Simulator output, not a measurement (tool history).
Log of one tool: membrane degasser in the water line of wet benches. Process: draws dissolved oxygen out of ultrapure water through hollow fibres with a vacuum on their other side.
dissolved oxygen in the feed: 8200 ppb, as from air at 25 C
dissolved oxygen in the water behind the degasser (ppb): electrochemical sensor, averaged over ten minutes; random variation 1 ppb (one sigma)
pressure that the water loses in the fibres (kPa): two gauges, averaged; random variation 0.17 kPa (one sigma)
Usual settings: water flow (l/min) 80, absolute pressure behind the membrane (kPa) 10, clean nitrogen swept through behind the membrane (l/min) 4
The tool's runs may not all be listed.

run    hour  water flow (l/min)  absolute pressure behind the membrane (kPa)  clean nitrogen swept through behind the membrane (l/min)  dissolved oxygen in the water behind the degasser (ppb)  pressure that the water loses in the fibres (kPa)
  1       0                  80                                           10                                                         4                                                    305.6                                              48.14
  2   159.1                  80                                           10                                                         4                                                    305.1                                              48.51
  3   248.6                  80                                           10                                                         4                                                    305.2                                               48.6
  4     423                  80                                           10                                                         4                                                    305.2                                               48.5
  5   574.5                  80                                         22.8                                                         4                                                    801.9                                              48.26
  6   671.8                  80                                         22.8                                                         4                                                    795.9                                              48.68
  7   792.9                  80                                           10                                                         4                                                    302.4                                              48.26
  8   887.4                  80                                           10                                                         4                                                    302.3                                              48.42
  9  1062.4                  80                                           10                                                         4                                                    300.5                                              48.55
 10  1240.1                  80                                         10.1                                                         4                                                    303.8                                              48.58
 11  1350.3                  80                                         10.1                                                         4                                                    305.2                                              48.27
 12  1530.9                  80                                         10.1                                                         4                                                    305.1                                              48.49
     1582.8  -- gauge calibrated
 13  1646.5                  80                                           10                                                         4                                                    306.9                                              48.41
 14  1743.3                  80                                           10                                                      9.54                                                    145.9                                              48.41
 15  1901.9                  80                                           10                                                      9.54                                                    145.4                                              48.64
 16  2067.7                  80                                           10                                                      5.04                                                    249.1                                              48.42
 17  2190.2                  80                                           10                                                      2.09                                                    505.9                                              48.25
 18  2302.1                  65                                           10                                                      8.57                                                    125.8                                              39.27
 19  2390.2                  73                                         20.4                                                      1.78                                                   1220.9                                               44.3
 20  2558.9                  64                                         21.1                                                      5.32                                                    476.3                                              38.83
 21  2701.1                 124                                         24.5                                                      1.66                                                   2156.9                                               75.1
 22    2776                  80                                         15.4                                                         4                                                    515.7                                              48.51
 23  2937.9                  96                                          6.7                                                         4                                                    198.2                                              57.76

Forecast run 24:
 24  3116.9                  96                                            7                                                         4                                                        ?                                                  ?

dissolved oxygen in the water behind the degasser (ppb): 212.9
pressure that the water loses in the fibres (kPa): 58.08
Without the tool's hidden state the same run would have given dissolved oxygen in the water behind the degasser (ppb) 218, pressure that the water loses in the fibres (kPa) 58.06.
